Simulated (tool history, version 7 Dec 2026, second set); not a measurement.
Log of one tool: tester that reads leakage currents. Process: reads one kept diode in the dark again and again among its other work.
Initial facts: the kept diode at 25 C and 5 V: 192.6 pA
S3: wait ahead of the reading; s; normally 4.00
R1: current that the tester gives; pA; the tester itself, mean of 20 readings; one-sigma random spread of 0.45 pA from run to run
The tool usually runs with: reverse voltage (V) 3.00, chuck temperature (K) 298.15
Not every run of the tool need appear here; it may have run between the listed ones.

Run 1, hour 0.0: usual settings. Result: R1 139.19 pA.
Run 2, hour 45.4: usual settings. Result: R1 138.08 pA.
Run 3, hour 87.4: usual settings but S3 1.55 s. Result: R1 138.73 pA.
Run 4, hour 112.6: usual settings but S3 1.55 s. Result: R1 138.71 pA.
Run 5, hour 148.0: usual settings but S3 1.55 s. Result: R1 137.81 pA.
Run 6, hour 195.0: usual settings. Result: R1 137.01 pA.
At hour 205.7: probe card cleaned and baked.
Run 7, hour 238.0: usual settings. Result: R1 133.69 pA.
Run 8, hour 267.7: usual settings. Result: R1 133.21 pA.
Run 9, hour 307.8: usual settings but S3 5.42 s. Result: R1 132.07 pA.
Run 10, hour 347.3: usual settings but S3 5.42 s. Result: R1 132.43 pA.
Run 11, hour 394.9: usual settings but S3 5.42 s. Result: R1 132.33 pA.
Run 12, hour 425.2: usual settings but S3 5.42 s. Result: R1 131.39 pA.
At hour 429.6: chuck's temperature calibrated.
Run 13, hour 455.2: usual settings but reverse voltage (V) 18.10. Result: R1 288.76 pA.
Run 14, hour 478.4: usual settings but reverse voltage (V) 18.10. Result: R1 289.10 pA.
At hour 513.6: chuck's temperature calibrated, once more.
Run 15, hour 521.5: usual settings. Result: R1 151.03 pA.
Run 16, hour 552.7: usual settings. Result: R1 151.32 pA.
Run 17, hour 582.6: usual settings. Result: R1 150.03 pA.
Run 18, hour 602.4: usual settings. Result: R1 151.31 pA.
Run 19, hour 631.1: usual settings but chuck temperature (K) 308.15. Result: R1 301.64 pA.
Run 20, hour 665.9: usual settings but chuck temperature (K) 333.15. Result: R1 1443.10 pA.
Run 21, hour 702.6: usual settings but reverse voltage (V) 8.35, chuck temperature (K) 300.15, S3 0.76 s. Result: R1 283.04 pA.
Run 22, hour 726.9: usual settings but reverse voltage (V) 8.35, chuck temperature (K) 300.15, S3 0.76 s. Result: R1 284.48 pA.
Run 23, hour 769.4: usual settings but reverse voltage (V) 8.35, chuck temperature (K) 300.15, S3 0.76 s. Result: R1 283.36 pA.
Run 24, hour 792.7: usual settings but reverse voltage (V) 2.65, chuck temperature (K) 296.15, S3 0.42 s. Result: R1 121.65 pA.
Run 25, hour 835.4: usual settings but reverse voltage (V) 2.65, chuck temperature (K) 296.15, S3 0.46 s. Result: R1 120.94 pA.
Run 26, hour 879.6: usual settings but reverse voltage (V) 2.65, chuck temperature (K) 296.15, S3 0.46 s. Result: R1 121.33 pA.
Run 27, hour 912.2: usual settings but reverse voltage (V) 4.32. Result: R1 175.38 pA.
Run 28, hour 958.6: usual settings but reverse voltage (V) 2.55, chuck temperature (K) 318.15, S3 1.65 s. Result: R1 525.80 pA.
Run 29, hour 992.6: usual settings but reverse voltage (V) 2.41, chuck temperature (K) 314.15, S3 0.33 s. Result: R1 394.88 pA.
Run 30, hour 1040.8: usual settings but reverse voltage (V) 1.75, chuck temperature (K) 332.15, S3 7.89 s. Result: R1 1016.50 pA.
Run 31, hour 1080.6: usual settings but reverse voltage (V) 2.44, S3 7.27 s. Result: R1 131.67 pA.
Run 32, hour 1119.7: usual settings but reverse voltage (V) 2.44, S3 7.27 s. Result: R1 132.03 pA.
Run 33, hour 1148.9: usual settings but chuck temperature (K) 300.15, S3 6.21 s. Result: R1 167.44 pA.
Run 34, hour 1182.3: usual settings but reverse voltage (V) 1.62, chuck temperature (K) 312.15, S3 0.46 s. Result: R1 282.07 pA.
Run 35, hour 1214.4: usual settings but reverse voltage (V) 2.07, chuck temperature (K) 294.15. Result: R1 90.27 pA.
Run 36, hour 1239.0: usual settings but reverse voltage (V) 7.43, chuck temperature (K) 326.15. Result: R1 1412.44 pA.
Run 37, hour 1278.1: usual settings but reverse voltage (V) 7.43, chuck temperature (K) 326.15. Result: R1 1414.69 pA.
Run 38, hour 1312.1: usual settings but reverse voltage (V) 19.48, chuck temperature (K) 325.15, S3 7.50 s. Result: R1 2109.81 pA.
Run 39, hour 1350.4: usual settings but reverse voltage (V) 2.53, S3 1.16 s. Result: R1 131.56 pA.

Forecast each of these 4 alternatives for the next run:
Run A, hour 1369.9: usual settings but reverse voltage (V) 11.12, chuck temperature (K) 294.15, S3 1.16 s. Result: R1 ?.
Run B, hour 1369.9: usual settings but reverse voltage (V) 2.62, chuck temperature (K) 328.15, S3 3.13 s. Result: R1 ?.
Run C, hour 1369.9: usual settings but chuck temperature (K) 319.15. Result: R1 ?.
Run D, hour 1369.9: usual settings but reverse voltage (V) 8.47. Result: R1 ?.

run      R1
  A  202.54
  B  951.19
  C  584.37
  D  237.36
The same runs, with their run-to-run variation unchanged, on a tool lacking any hidden condition would have given:
run      R1
  A  212.35
  B  999.14
  C  615.13
  D  249.73

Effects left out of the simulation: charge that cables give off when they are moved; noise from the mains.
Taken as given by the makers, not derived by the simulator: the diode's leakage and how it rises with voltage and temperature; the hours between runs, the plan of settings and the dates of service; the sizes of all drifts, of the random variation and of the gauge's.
